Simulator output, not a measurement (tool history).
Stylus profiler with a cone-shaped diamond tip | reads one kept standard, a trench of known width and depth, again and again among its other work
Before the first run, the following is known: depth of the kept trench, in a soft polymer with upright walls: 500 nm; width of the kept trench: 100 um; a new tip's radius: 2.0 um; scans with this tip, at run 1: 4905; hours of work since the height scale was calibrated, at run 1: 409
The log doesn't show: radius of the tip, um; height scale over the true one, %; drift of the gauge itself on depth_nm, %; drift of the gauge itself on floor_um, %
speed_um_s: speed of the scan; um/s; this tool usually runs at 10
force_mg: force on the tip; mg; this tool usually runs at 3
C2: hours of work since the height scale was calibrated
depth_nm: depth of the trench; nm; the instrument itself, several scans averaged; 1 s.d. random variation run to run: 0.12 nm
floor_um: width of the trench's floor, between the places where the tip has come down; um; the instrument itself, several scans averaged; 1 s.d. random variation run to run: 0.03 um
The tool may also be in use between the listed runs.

Run 1, hour 0: usual settings; scans with this tip 4905; C2 409. Result: depth_nm 509.04 nm, floor_um 97.17 um.
Run 2, hour 15.5: usual settings; scans with this tip 5000; C2 417. Result: depth_nm 508.88 nm, floor_um 97.13 um.
Run 3, hour 31.3: usual settings; scans with this tip 5098; C2 425. Result: depth_nm 508.94 nm, floor_um 97.07 um.
Run 4, hour 44.1: usual settings; scans with this tip 5177; C2 432. Result: depth_nm 508.84 nm, floor_um 97.11 um.
Run 5, hour 57.9: usual settings; scans with this tip 5262; C2 439. Result: depth_nm 508.95 nm, floor_um 97.07 um.
Run 6, hour 74.8: usual settings; scans with this tip 5366; C2 447. Result: depth_nm 508.91 nm, floor_um 97.07 um.
Run 7, hour 99.3: usual settings; scans with this tip 5517; C2 460. Result: depth_nm 508.78 nm, floor_um 97.08 um.
Run 8, hour 117: usual settings; scans with this tip 5627; C2 469. Result: depth_nm 509.01 nm, floor_um 97.09 um.
Run 9, hour 134.7: usual settings; scans with this tip 5736; C2 478. Result: depth_nm 508.79 nm, floor_um 97.05 um.
Run 10, hour 154.1: usual settings but force_mg 8.09 mg; scans with this tip 5855; C2 488. Result: depth_nm 517.66 nm, floor_um 97.08 um.
Run 11, hour 177.8: usual settings but force_mg 8.09 mg; scans with this tip 6001; C2 500. Result: depth_nm 517.79 nm, floor_um 97.04 um.
Run 12, hour 194.7: usual settings but force_mg 8.09 mg; scans with this tip 6106; C2 509. Result: depth_nm 517.67 nm, floor_um 97.02 um.
Run 13, hour 215.8: usual settings; scans with this tip 6236; C2 520. Result: depth_nm 508.62 nm, floor_um 97.04 um.
Run 14, hour 228.3: usual settings; scans with this tip 6313; C2 526. Result: depth_nm 508.8 nm, floor_um 97.09 um.
Run 15, hour 241.4: usual settings; scans with this tip 6394; C2 533. Result: depth_nm 508.81 nm, floor_um 97.06 um.
Run 16, hour 252.7: usual settings; scans with this tip 6464; C2 539. Result: depth_nm 508.6 nm, floor_um 96.98 um.
Run 17, hour 273.9: usual settings; scans with this tip 6594; C2 550. Result: depth_nm 508.62 nm, floor_um 97.08 um.
Run 18, hour 290.8: usual settings; scans with this tip 6698; C2 559. Result: depth_nm 508.79 nm, floor_um 97.01 um.
Run 19, hour 308.3: usual settings but force_mg 7.45 mg; scans with this tip 6806; C2 568. Result: depth_nm 516.68 nm, floor_um 97.09 um.
Run 20, hour 318.7: usual settings but speed_um_s 39 um/s, force_mg 2.39 mg; scans with this tip 6870; C2 573. Result: depth_nm 507.31 nm, floor_um 96.78 um.
Run 21, hour 334.5: usual settings but speed_um_s 39 um/s, force_mg 2.39 mg; scans with this tip 6968; C2 581. Result: depth_nm 507.29 nm, floor_um 96.84 um.
Run 22, hour 348.6: usual settings but speed_um_s 24 um/s, force_mg 8.73 mg; scans with this tip 7055; C2 588. Result: depth_nm 518.32 nm, floor_um 97.07 um.
Run 23, hour 362.2: usual settings but speed_um_s 4 um/s, force_mg 2.61 mg; scans with this tip 7139; C2 595. Result: depth_nm 508 nm, floor_um 97.04 um.
Run 24, hour 379.9: usual settings but speed_um_s 39 um/s, force_mg 7.23 mg; scans with this tip 7248; C2 604. Result: depth_nm 516.25 nm, floor_um 96.94 um.
Run 25, hour 389.9: usual settings but speed_um_s 17 um/s, force_mg 4.61 mg; scans with this tip 7310; C2 610. Result: depth_nm 511.85 nm, floor_um 97.02 um.
Run 26, hour 405: usual settings but speed_um_s 7 um/s, force_mg 2.06 mg; scans with this tip 7403; C2 617. Result: depth_nm 506.71 nm, floor_um 97.05 um.
Run 27, hour 422: usual settings but speed_um_s 2 um/s, force_mg 7.25 mg; scans with this tip 7508; C2 626. Result: depth_nm 516 nm, floor_um 97.08 um.
Run 28, hour 443.9: usual settings but speed_um_s 6 um/s, force_mg 2.54 mg; scans with this tip 7643; C2 637. Result: depth_nm 507.61 nm, floor_um 97.03 um.
Run 29, hour 466.7: usual settings but speed_um_s 3 um/s, force_mg 2.9 mg; scans with this tip 7783; C2 649. Result: depth_nm 508.53 nm, floor_um 97.05 um.
Run 30, hour 489.8: usual settings but speed_um_s 14 um/s, force_mg 3.63 mg; scans with this tip 7926; C2 661. Result: depth_nm 509.68 nm, floor_um 96.97 um.
Run 31, hour 507.6: usual settings but speed_um_s 14 um/s, force_mg 3.63 mg; scans with this tip 8035; C2 670. Result: depth_nm 509.79 nm, floor_um 97 um.
Run 32, hour 521.3: usual settings but speed_um_s 7 um/s; scans with this tip 8120; C2 677. Result: depth_nm 508.69 nm, floor_um 97.01 um.
Run 33, hour 534.2: usual settings but speed_um_s 7 um/s; scans with this tip 8200; C2 684. Result: depth_nm 508.49 nm, floor_um 97.02 um.
Run 34, hour 551.8: usual settings but speed_um_s 3 um/s, force_mg 1.47 mg; scans with this tip 8308; C2 693. Result: depth_nm 504.95 nm, floor_um 96.99 um.
Run 35, hour 571.6: usual settings but speed_um_s 4 um/s, force_mg 1.47 mg; scans with this tip 8431; C2 703. Result: depth_nm 505.02 nm, floor_um 97.04 um.
Run 36, hour 586: usual settings but speed_um_s 4 um/s, force_mg 1.47 mg; scans with this tip 8519; C2 710. Result: depth_nm 504.98 nm, floor_um 96.98 um.
Run 37, hour 600.9: usual settings but speed_um_s 16 um/s, force_mg 1.84 mg; scans with this tip 8611; C2 718. Result: depth_nm 505.73 nm, floor_um 96.89 um.
Run 38, hour 620.7: usual settings but speed_um_s 3 um/s, force_mg 1.84 mg; scans with this tip 8733; C2 728. Result: depth_nm 505.86 nm, floor_um 97 um.

Measured less the same run without the tool's hidden state. The same run-to-run variation is in both; the gauge's scatter may not be:
run  depth_nm  floor_um
  1     -0.47     -0.19
  2     -0.48     -0.19
  3      -0.5      -0.2
  4      -0.5     -0.21
  5     -0.52     -0.21
  6     -0.53     -0.21
  7     -0.55     -0.21
  8     -0.57     -0.22
  9     -0.57     -0.22
 10      -0.6     -0.23
 11     -0.62     -0.23
 12     -0.63     -0.24
 13     -0.63     -0.24
 14     -0.65     -0.25
 15     -0.65     -0.25
 16     -0.66     -0.25
 17     -0.68     -0.26
 18     -0.69     -0.26
 19     -0.71     -0.26
 20     -0.71     -0.26
 21     -0.72     -0.27
 22     -0.75     -0.27
 23     -0.74     -0.27
 24     -0.77     -0.28
 25     -0.77     -0.28
 26     -0.77     -0.28
 27      -0.8     -0.28
 28     -0.81     -0.29
 29     -0.82      -0.3
 30     -0.84      -0.3
 31     -0.85     -0.31
 32     -0.86     -0.31
 33     -0.87     -0.31
 34     -0.87     -0.32
 35     -0.89     -0.32
 36      -0.9     -0.32
 37     -0.92     -0.32
 38     -0.93     -0.33
